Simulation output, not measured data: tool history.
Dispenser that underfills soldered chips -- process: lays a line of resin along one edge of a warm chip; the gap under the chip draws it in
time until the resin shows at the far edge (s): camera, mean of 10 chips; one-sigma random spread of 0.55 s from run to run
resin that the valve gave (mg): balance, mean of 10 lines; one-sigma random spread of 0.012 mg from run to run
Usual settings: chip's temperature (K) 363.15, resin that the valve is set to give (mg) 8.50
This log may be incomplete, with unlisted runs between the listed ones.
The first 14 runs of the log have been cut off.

| run | hour | chip's temperature (K) | resin that the valve is set to give (mg) | hours of work since the syringe was changed | hours of work since the valve was cleaned | hours of work since the stage was calibrated | time until the resin shows at the far edge (s) | resin that the valve gave (mg) |
|---|---|---|---|---|---|---|---|---|
|  | 58.4 | new syringe of resin |
| 15 | 59.3 | 356.15 | 8.50 | 1 | 31 | 121 | 60.9 | 8.36 |
| 16 | 64.3 | 356.15 | 9.03 | 4 | 34 | 125 | 70.4 | 8.88 |
|  | 68.4 | new syringe of resin |
| 17 | 70.1 | 363.15 | 8.50 | 1 | 38 | 129 | 48.0 | 8.34 |
| 18 | 74.8 | 353.15 | 8.50 | 5 | 42 | 133 | 83.5 | 8.34 |
|  | 78.3 | new syringe of resin |
| 19 | 78.5 | 353.15 | 8.50 | 0 | 44 | 135 | 69.0 | 8.35 |
| 20 | 83.2 | 353.15 | 8.50 | 4 | 48 | 139 | 77.1 | 8.32 |
|  | 88.0 | new syringe of resin |
| 21 | 89.0 | 367.15 | 7.99 | 1 | 52 | 143 | 39.9 | 7.79 |
| 22 | 93.9 | 375.15 | 8.72 | 4 | 56 | 146 | 34.2 | 8.51 |
| 23 | 97.0 | 356.15 | 8.86 | 7 | 58 | 149 | 76.1 | 8.62 |
|  | 97.7 | new syringe of resin |
|  | 99.8 | dispensing valve cleaned and set on the balance |
| 24 | 101.1 | 376.15 | 8.24 | 2 | 1 | 151 | 29.7 | 8.25 |
| 25 | 103.7 | 372.15 | 8.83 | 4 | 3 | 153 | 37.4 | 8.84 |
| 26 | 106.5 | 355.15 | 8.95 | 6 | 5 | 155 | 79.4 | 8.96 |
|  | 108.3 | new syringe of resin |
| 27 | 111.0 | 363.15 | 7.49 | 2 | 8 | 158 | 52.1 | 7.49 |
| 28 | 115.6 | 366.15 | 9.30 | 5 | 12 | 161 | 48.1 | 9.27 |
|  | 118.1 | new syringe of resin |
| 29 | 120.8 | 361.15 | 8.10 | 2 | 15 | 165 | 53.3 | 8.08 |
| 30 | 123.7 | 365.15 | 9.37 | 4 | 17 | 167 | 49.0 | 9.33 |
|  | 127.8 | new syringe of resin |
| 31 | 129.5 | 360.15 | 7.24 | 1 | 21 | 171 | 56.3 | 7.19 |
| 32 | 133.5 | 360.15 | 7.24 | 4 | 24 | 174 | 62.5 | 7.20 |
| 33 | 136.0 | 363.15 | 8.50 | 6 | 26 | 176 | 57.5 | 8.42 |
|  | 137.6 | new syringe of resin |
| 34 | 140.0 | 371.15 | 8.73 | 2 | 29 | 179 | 35.2 | 8.64 |
| 35 | 143.9 | 357.15 | 8.73 | 5 | 32 | 182 | 68.9 | 8.60 |
|  | 147.5 | new syringe of resin |
| 36 | 148.3 | 364.15 | 7.74 | 1 | 35 | 185 | 46.6 | 7.62 |
| 37 | 153.7 | 375.15 | 10.59 | 5 | 39 | 189 | 34.1 | 10.44 |

Alternative continuations, all from the tool just after run 37; predict every row:
| A | 156.7 | 354.15 | 7.29 | 7 | 41 | 191 | ? | ? |
| B | 156.7 | 370.15 | 8.36 | 7 | 41 | 191 | ? | ? |
| C | 156.7 | 371.15 | 7.50 | 7 | 41 | 191 | ? | ? |

| run | time until the resin shows at the far edge (s) | resin that the valve gave (mg) |
|---|---|---|
| A | 92.7 | 7.18 |
| B | 46.0 | 8.22 |
| C | 45.3 | 7.39 |
The same runs, with their run-to-run variation unchanged, on a tool lacking any hidden condition would have given:
| run | time until the resin shows at the far edge (s) | resin that the valve gave (mg) |
|---|---|---|
| A | 69.6 | 7.30 |
| B | 34.6 | 8.35 |
| C | 34.0 | 7.51 |
